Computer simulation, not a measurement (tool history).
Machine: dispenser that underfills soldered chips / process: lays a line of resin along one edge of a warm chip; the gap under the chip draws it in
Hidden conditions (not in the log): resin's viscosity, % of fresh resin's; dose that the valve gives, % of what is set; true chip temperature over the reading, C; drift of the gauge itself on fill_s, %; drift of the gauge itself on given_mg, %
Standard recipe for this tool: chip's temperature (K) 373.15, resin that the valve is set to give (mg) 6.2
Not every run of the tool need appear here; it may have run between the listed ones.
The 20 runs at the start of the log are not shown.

| run | hour | chip's temperature (K) | resin that the valve is set to give (mg) | hours of work since the syringe was changed | hours of work since the valve was cleaned | hours of work since the stage was calibrated | time until the resin shows at the far edge (s) | resin that the valve gave (mg) |
|---|---|---|---|---|---|---|---|---|
|  | 94.3 | new syringe of resin |
| 21 | 94.5 | 361.15 | 6.2 | 0 | 50 | 88 | 47.5 | 5.91 |
|  | 98.1 | dispensing valve cleaned and set on the balance |
| 22 | 99.6 | 359.15 | 6.2 | 3 | 1 | 90 | 64.4 | 6.19 |
| 23 | 104 | 373.15 | 7.23 | 6 | 4 | 94 | 56.5 | 7.22 |
|  | 108.1 | new syringe of resin |
| 24 | 108.6 | 369.15 | 7.79 | 0 | 8 | 97 | 37 | 7.74 |
| 25 | 113.2 | 372.15 | 6.56 | 4 | 11 | 100 | 46.2 | 6.52 |
| 26 | 117.9 | 360.15 | 6.56 | 7 | 14 | 104 | 89.1 | 6.44 |
|  | 121.2 | new syringe of resin |
| 27 | 121.4 | 372.15 | 7.19 | 0 | 17 | 106 | 33.5 | 7.14 |
| 28 | 124.4 | 372.15 | 7.97 | 2 | 19 | 109 | 39.7 | 7.84 |
| 29 | 128.6 | 372.15 | 7.97 | 5 | 22 | 112 | 53.3 | 7.8 |
| 30 | 133.1 | 381.15 | 5.44 | 9 | 26 | 115 | 57.7 | 5.23 |
|  | 134.3 | new syringe of resin |
| 31 | 136.1 | 370.15 | 5.43 | 1 | 28 | 117 | 39.8 | 5.3 |
| 32 | 140.5 | 360.15 | 6.64 | 5 | 31 | 120 | 69.4 | 6.46 |
| 33 | 146.3 | 373.15 | 6.44 | 9 | 35 | 125 | 69.4 | 6.18 |
|  | 146.9 | new syringe of resin |
| 34 | 149.4 | 376.15 | 7.99 | 2 | 37 | 127 | 34.8 | 7.73 |
| 35 | 153 | 382.15 | 6.12 | 5 | 40 | 129 | 38.3 | 5.85 |
| 36 | 157 | 362.15 | 6.08 | 7 | 43 | 132 | 87.8 | 5.84 |

Branching from run 36: 4 alternative next runs. What would each branch give?
|  | 159.7 | new syringe of resin |
| A | 162.3 | 377.15 | 7.99 | 2 | 47 | 136 | ? | ? |
|  | 159.7 | new syringe of resin |
| B | 162.3 | 384.15 | 7.16 | 2 | 47 | 136 | ? | ? |
|  | 159.7 | new syringe of resin |
| C | 162.3 | 382.15 | 6.16 | 2 | 47 | 136 | ? | ? |
|  | 159.7 | new syringe of resin |
| D | 162.3 | 385.15 | 5.4 | 2 | 47 | 136 | ? | ? |

| run | time until the resin shows at the far edge (s) | resin that the valve gave (mg) |
|---|---|---|
| A | 34.1 | 7.66 |
| B | 27.9 | 6.85 |
| C | 29 | 5.88 |
| D | 28.1 | 5.19 |
Without the tool's hidden state the same runs would have given:
| run | time until the resin shows at the far edge (s) | resin that the valve gave (mg) |
|---|---|---|
| A | 29.3 | 8.02 |
| B | 23.9 | 7.17 |
| C | 24.8 | 6.15 |
| D | 23.9 | 5.43 |
